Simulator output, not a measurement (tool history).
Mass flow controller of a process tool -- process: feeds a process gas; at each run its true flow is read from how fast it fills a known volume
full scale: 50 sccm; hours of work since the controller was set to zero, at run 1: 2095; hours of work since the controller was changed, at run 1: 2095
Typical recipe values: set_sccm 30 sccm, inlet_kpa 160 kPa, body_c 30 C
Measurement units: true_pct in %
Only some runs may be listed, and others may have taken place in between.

run	hour	set_sccm	inlet_kpa	body_c	hours of work since the controller was set to zero	hours of work since the controller was changed	true_pct
1	0.0	30	160	30	2095	2095	99.01
2	102.9	30	160	30	2176	2176	98.86
3	205.9	7	160	30	2258	2258	99.83
4	257.4	32	160	30	2299	2299	98.96
5	341.5	32	160	30	2366	2366	98.96
6	412.2	30	160	22	2422	2422	98.50
7	498.8	30	160	22	2490	2490	98.44
8	562.9	30	160	22	2541	2541	98.50
9	665.0	30	160	22	2622	2622	98.53
10	723.8	30	174	30	2669	2669	99.03
11	773.7	30	174	30	2708	2708	98.99
12	830.9	30	160	37	2754	2754	99.28
13	881.7	30	160	37	2794	2794	99.36
14	970.4	16	234	23	2864	2864	98.55
15	1076.8	5	144	30	2949	2949	101.28
16	1163.8	40	194	29	3018	3018	98.96
17	1252.7	8	220	32	3088	3088	100.15
18	1302.9	14	174	26	3128	3128	98.92
19	1393.1	38	160	30	3200	3200	98.99
20	1478.6	38	160	30	3268	3268	99.02
21	1552.4	38	153	38	3326	3326	99.44
22	1622.9	38	153	38	3382	3382	99.44
23	1672.0	28	153	33	3421	3421	98.83

What if the next run were any one of these 5? Each begins from the tool's condition after run 23:
A	1726.2	13	182	26	3464	3464	?
B	1726.2	27	166	31	3464	3464	?
C	1726.2	28	252	22	3464	3464	?
D	1726.2	13	153	33	3464	3464	?
E	1726.2	28	260	33	3464	3464	?

run	true_pct
A	99.10
B	98.79
C	98.51
D	99.23
E	98.92
Without the tool's hidden state the same runs would have given:
run	true_pct
A	98.56
B	99.26
C	99.01
D	98.69
E	99.43

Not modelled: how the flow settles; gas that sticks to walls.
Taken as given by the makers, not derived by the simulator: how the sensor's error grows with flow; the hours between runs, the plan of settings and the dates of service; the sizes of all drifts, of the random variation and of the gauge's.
